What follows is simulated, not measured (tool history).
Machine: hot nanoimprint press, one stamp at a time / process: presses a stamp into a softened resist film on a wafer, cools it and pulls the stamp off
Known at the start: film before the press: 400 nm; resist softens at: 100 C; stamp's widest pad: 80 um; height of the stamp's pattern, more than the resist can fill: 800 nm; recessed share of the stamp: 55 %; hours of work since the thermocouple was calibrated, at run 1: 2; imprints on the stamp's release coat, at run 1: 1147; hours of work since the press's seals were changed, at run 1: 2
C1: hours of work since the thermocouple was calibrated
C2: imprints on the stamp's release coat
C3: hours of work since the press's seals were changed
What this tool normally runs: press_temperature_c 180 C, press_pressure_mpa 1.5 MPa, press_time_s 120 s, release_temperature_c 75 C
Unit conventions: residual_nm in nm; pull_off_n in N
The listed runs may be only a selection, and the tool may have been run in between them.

Run 1, hour 0: usual settings; C1 2; C2 1147; C3 2. Result: residual_nm 213 nm, pull_off_n 274 N.
Run 2, hour 95.1: usual settings; C1 70; C2 1696; C3 70. Result: residual_nm 215.2 nm, pull_off_n 273 N.
Run 3, hour 176: usual settings; C1 129; C2 2164; C3 129. Result: residual_nm 215.7 nm, pull_off_n 306 N.
At hour 216.7: stamp cleaned and given a new release coat.
Run 4, hour 265.4: usual settings; C1 189; C2 282; C3 189. Result: residual_nm 219.4 nm, pull_off_n 238 N.
Run 5, hour 321.4: usual settings; C1 230; C2 606; C3 230. Result: residual_nm 220.4 nm, pull_off_n 248 N.
Run 6, hour 366.2: usual settings; C1 262; C2 865; C3 262. Result: residual_nm 222.8 nm, pull_off_n 272 N.
At hour 429.1: plate thermocouple calibrated.
Run 7, hour 429.1: usual settings; C1 0; C2 1211; C3 305. Result: residual_nm 226.7 nm, pull_off_n 281 N.
Run 8, hour 514.3: usual settings; C1 62; C2 1704; C3 367. Result: residual_nm 226.6 nm, pull_off_n 302 N.
Run 9, hour 584.4: usual settings; C1 112; C2 2109; C3 418. Result: residual_nm 230.4 nm, pull_off_n 327 N.
At hour 633.7: stamp cleaned and given a new release coat.
Run 10, hour 676.2: usual settings; C1 174; C2 246; C3 480. Result: residual_nm 231.3 nm, pull_off_n 249 N.
Run 11, hour 763.5: usual settings; C1 237; C2 750; C3 543. Result: residual_nm 233.5 nm, pull_off_n 267 N.
Run 12, hour 825.5: usual settings; C1 282; C2 1108; C3 588. Result: residual_nm 235.8 nm, pull_off_n 285 N.
At hour 856.1: plate thermocouple calibrated, once more.
Run 13, hour 886: usual settings; C1 22; C2 1441; C3 629. Result: residual_nm 219.8 nm, pull_off_n 287 N.
Run 14, hour 935.7: usual settings; C1 58; C2 1728; C3 665. Result: residual_nm 221.9 nm, pull_off_n 289 N.
Run 15, hour 978.7: usual settings; C1 89; C2 1977; C3 696. Result: residual_nm 220.7 nm, pull_off_n 301 N.
Run 16, hour 1019.5: usual settings; C1 118; C2 2212; C3 726. Result: residual_nm 222.6 nm, pull_off_n 331 N.
At hour 1052.6: stamp cleaned and given a new release coat.
At hour 1088.7: press's hydraulic seals changed and the load cell set to zero.
Run 17, hour 1124: usual settings; C1 184; C2 366; C3 26. Result: residual_nm 220.4 nm, pull_off_n 251 N.
Run 18, hour 1198.3: usual settings but press_temperature_c 191 C, press_pressure_mpa 1.85 MPa, press_time_s 99 s; C1 237; C2 795; C3 79. Result: residual_nm 138.4 nm, pull_off_n 265 N.
Run 19, hour 1242.5: usual settings but press_temperature_c 174 C, press_pressure_mpa 0.95 MPa, press_time_s 99 s; C1 269; C2 1051; C3 111. Result: residual_nm 326.6 nm, pull_off_n 267 N.
At hour 1294.4: plate thermocouple calibrated.
Run 20, hour 1335.6: usual settings but press_temperature_c 174 C, press_pressure_mpa 0.95 MPa, press_time_s 99 s; C1 30; C2 1571; C3 176. Result: residual_nm 321.7 nm, pull_off_n 289 N.
Run 21, hour 1430.4: usual settings but press_temperature_c 179 C, press_pressure_mpa 1.88 MPa, press_time_s 84 s; C1 98; C2 2119; C3 245. Result: residual_nm 235.4 nm, pull_off_n 306 N.
At hour 1478.3: stamp cleaned and given a new release coat.
Run 22, hour 1487.4: usual settings but press_temperature_c 179 C, press_pressure_mpa 1.88 MPa, press_time_s 84 s; C1 135; C2 53; C3 282. Result: residual_nm 234 nm, pull_off_n 240 N.
Run 23, hour 1575.1: usual settings but press_temperature_c 191 C, press_pressure_mpa 1.37 MPa, press_time_s 131 s; C1 199; C2 559; C3 345. Result: residual_nm 142.4 nm, pull_off_n 252 N.
Run 24, hour 1619.2: usual settings but press_temperature_c 191 C, press_pressure_mpa 1.37 MPa, press_time_s 131 s; C1 231; C2 814; C3 377. Result: residual_nm 142.3 nm, pull_off_n 273 N.
Run 25, hour 1667.2: usual settings but press_temperature_c 191 C, press_pressure_mpa 1.37 MPa, press_time_s 131 s; C1 265; C2 1092; C3 412. Result: residual_nm 143.6 nm, pull_off_n 274 N.
At hour 1724.6: plate thermocouple calibrated.
Run 26, hour 1751.3: usual settings but press_temperature_c 177 C, press_pressure_mpa 1.41 MPa, press_time_s 101 s, release_temperature_c 63 C; C1 19; C2 1560; C3 470. Result: residual_nm 258.6 nm, pull_off_n 381 N.
Run 27, hour 1806.3: usual settings but release_temperature_c 69 C; C1 59; C2 1878; C3 510. Result: residual_nm 216.1 nm, pull_off_n 348 N.
Run 28, hour 1855.6: usual settings but press_temperature_c 172 C, press_pressure_mpa 2.29 MPa, press_time_s 83 s, release_temperature_c 83 C; C1 95; C2 2163; C3 546. Result: residual_nm 283 nm, pull_off_n 251 N.

Consider 3 possible next runs. They are alternatives, not a sequence: every one starts from the tool as it was left by run 28. What does each give?
At hour 1895.6: stamp cleaned and given a new release coat.
Run A, hour 1930: usual settings but press_temperature_c 172 C, press_pressure_mpa 1.7 MPa, press_time_s 83 s, release_temperature_c 66 C; C1 144; C2 199; C3 595. Result: residual_nm ?, pull_off_n ?.
At hour 1895.6: stamp cleaned and given a new release coat.
Run B, hour 1930: usual settings but press_temperature_c 185 C; C1 144; C2 199; C3 595. Result: residual_nm ?, pull_off_n ?.
At hour 1895.6: stamp cleaned and given a new release coat.
Run C, hour 1930: usual settings but press_temperature_c 184 C, press_pressure_mpa 2.29 MPa, press_time_s 199 s, release_temperature_c 62 C; C1 144; C2 199; C3 595. Result: residual_nm ?, pull_off_n ?.

run  residual_nm  pull_off_n
  A        308.1         291
  B        176.9         246
  C        125.6         326
What these runs would have given with no unlogged condition in the tool:
run  residual_nm  pull_off_n
  A        302.8         281
  B        172.1         237
  C          121         315

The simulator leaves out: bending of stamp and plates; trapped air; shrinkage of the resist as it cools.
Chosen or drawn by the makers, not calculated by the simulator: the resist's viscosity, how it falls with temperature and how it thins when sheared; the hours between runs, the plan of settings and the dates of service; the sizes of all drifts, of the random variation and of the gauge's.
